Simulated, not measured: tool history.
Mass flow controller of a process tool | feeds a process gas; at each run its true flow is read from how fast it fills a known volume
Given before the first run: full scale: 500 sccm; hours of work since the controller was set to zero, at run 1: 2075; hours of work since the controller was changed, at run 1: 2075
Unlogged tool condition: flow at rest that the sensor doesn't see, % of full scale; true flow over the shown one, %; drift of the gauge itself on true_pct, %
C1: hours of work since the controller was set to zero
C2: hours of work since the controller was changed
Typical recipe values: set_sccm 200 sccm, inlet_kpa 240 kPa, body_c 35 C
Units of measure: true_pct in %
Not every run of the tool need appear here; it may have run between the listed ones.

{"run": 1, "day": 0.0, "set_sccm": 200, "inlet_kpa": 240, "body_c": 35, "C1": 2075, "C2": 2075, "true_pct": 100.28}
{"run": 2, "day": 6.979, "set_sccm": 200, "inlet_kpa": 240, "body_c": 21, "C1": 2180, "C2": 2180, "true_pct": 99.85}
{"run": 3, "day": 12.171, "set_sccm": 200, "inlet_kpa": 240, "body_c": 35, "C1": 2258, "C2": 2258, "true_pct": 100.39}
{"run": 4, "day": 17.979, "set_sccm": 200, "inlet_kpa": 168, "body_c": 35, "C1": 2345, "C2": 2345, "true_pct": 99.95}
{"run": 5, "day": 24.533, "set_sccm": 200, "inlet_kpa": 168, "body_c": 35, "C1": 2444, "C2": 2444, "true_pct": 99.96}
{"run": 6, "day": 30.462, "set_sccm": 418, "inlet_kpa": 240, "body_c": 35, "C1": 2533, "C2": 2533, "true_pct": 100.92}
{"run": 7, "day": 36.133, "set_sccm": 430, "inlet_kpa": 202, "body_c": 20, "C1": 2618, "C2": 2618, "true_pct": 100.11}
{"run": 8, "day": 39.654, "set_sccm": 430, "inlet_kpa": 202, "body_c": 20, "C1": 2671, "C2": 2671, "true_pct": 100.1}
{"run": 9, "day": 47.0, "set_sccm": 200, "inlet_kpa": 276, "body_c": 33, "C1": 2782, "C2": 2782, "true_pct": 100.89}
{"run": 10, "day": 53.725, "set_sccm": 464, "inlet_kpa": 172, "body_c": 33, "C1": 2883, "C2": 2883, "true_pct": 100.54}
{"run": 11, "day": 60.95, "set_sccm": 138, "inlet_kpa": 208, "body_c": 35, "C1": 2991, "C2": 2991, "true_pct": 100.46}
{"run": 12, "day": 64.829, "set_sccm": 200, "inlet_kpa": 255, "body_c": 26, "C1": 3050, "C2": 3050, "true_pct": 100.64}

What if the next run were any one of these 5? Each begins from the tool's condition after run 12:
{"run": "A", "day": 71.942, "set_sccm": 85, "inlet_kpa": 223, "body_c": 26, "C1": 3157, "C2": 3157, "true_pct": "?"}
{"run": "B", "day": 71.942, "set_sccm": 200, "inlet_kpa": 255, "body_c": 28, "C1": 3157, "C2": 3157, "true_pct": "?"}
{"run": "C", "day": 71.942, "set_sccm": 129, "inlet_kpa": 176, "body_c": 26, "C1": 3157, "C2": 3157, "true_pct": "?"}
{"run": "D", "day": 71.942, "set_sccm": 119, "inlet_kpa": 220, "body_c": 35, "C1": 3157, "C2": 3157, "true_pct": "?"}
{"run": "E", "day": 71.942, "set_sccm": 123, "inlet_kpa": 220, "body_c": 20, "C1": 3157, "C2": 3157, "true_pct": "?"}

run=A true_pct=100.15
run=B true_pct=100.70
run=C true_pct=99.92
run=D true_pct=100.59
run=E true_pct=99.91
With no hidden state in the tool, these same runs would have given:
run=A true_pct=99.59
run=B true_pct=100.14
run=C true_pct=99.37
run=D true_pct=100.03
run=E true_pct=99.35

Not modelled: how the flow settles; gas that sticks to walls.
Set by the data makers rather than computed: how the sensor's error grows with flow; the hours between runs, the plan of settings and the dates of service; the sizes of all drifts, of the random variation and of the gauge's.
